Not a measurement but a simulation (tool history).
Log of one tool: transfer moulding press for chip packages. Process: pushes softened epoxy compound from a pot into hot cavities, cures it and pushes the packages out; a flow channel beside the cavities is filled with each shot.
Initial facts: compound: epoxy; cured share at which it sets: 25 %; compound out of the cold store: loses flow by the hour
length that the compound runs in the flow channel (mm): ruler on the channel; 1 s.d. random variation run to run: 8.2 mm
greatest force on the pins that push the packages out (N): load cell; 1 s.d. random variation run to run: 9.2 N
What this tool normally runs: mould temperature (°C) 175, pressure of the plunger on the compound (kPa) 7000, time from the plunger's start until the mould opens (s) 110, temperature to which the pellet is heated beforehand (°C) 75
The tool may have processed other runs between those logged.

run,day,mould temperature (°C),pressure of the plunger on the compound (kPa),time from the plunger's start until the mould opens (s),temperature to which the pellet is heated beforehand (°C),incoming compound's hours out of the cold store,length that the compound runs in the flow channel (mm),greatest force on the pins that push the packages out (N)
1,0.000,175,7000,110,75,35.9,874,425
2,0.562,175,7000,110,75,12.7,940,422
3,1.062,175,7000,110,75,25.2,932,421
4,1.346,175,7000,110,72,37.2,880,406
5,1.908,175,7000,110,72,22.9,924,409
6,2.204,175,7000,110,72,46.7,844,415
7,2.529,182,7000,110,72,39.3,843,414
# day 3.112: cavities cleaned with cleaning compound and waxed
8,3.121,175,7000,110,75,32.3,883,418
9,3.696,175,8660,110,75,30.1,999,422
10,4.029,175,8660,110,75,27.3,998,434
11,4.367,175,5250,110,75,10.6,830,414
12,4.658,175,5250,110,75,21.3,799,420
13,4.967,175,5250,110,75,42.3,743,418
14,5.488,175,7000,110,75,42.8,855,398
15,6.029,175,7000,110,75,10.3,957,423
16,6.529,175,7000,110,75,32.3,886,431
17,7.204,175,7000,110,75,32.5,893,411
# day 7.467: cavities cleaned with cleaning compound and waxed
18,7.929,175,7000,110,75,39.8,875,413
19,8.600,175,7000,110,75,31.3,891,411
20,9.283,175,7000,110,75,34.9,883,427
21,9.717,175,5930,99,75,9.3,883,445
22,10.121,175,7680,110,84,30.3,948,405
23,10.508,181,5230,98,78,40.6,734,396

Expected results for the next run?
24,10.938,181,7380,98,82,41.4,?,?

Run 24 produced length that the compound runs in the flow channel (mm) 863, greatest force on the pins that push the packages out (N) 409.
Had the tool carried no hidden state, the very same run would have given length that the compound runs in the flow channel (mm) 864, greatest force on the pins that push the packages out (N) 406.

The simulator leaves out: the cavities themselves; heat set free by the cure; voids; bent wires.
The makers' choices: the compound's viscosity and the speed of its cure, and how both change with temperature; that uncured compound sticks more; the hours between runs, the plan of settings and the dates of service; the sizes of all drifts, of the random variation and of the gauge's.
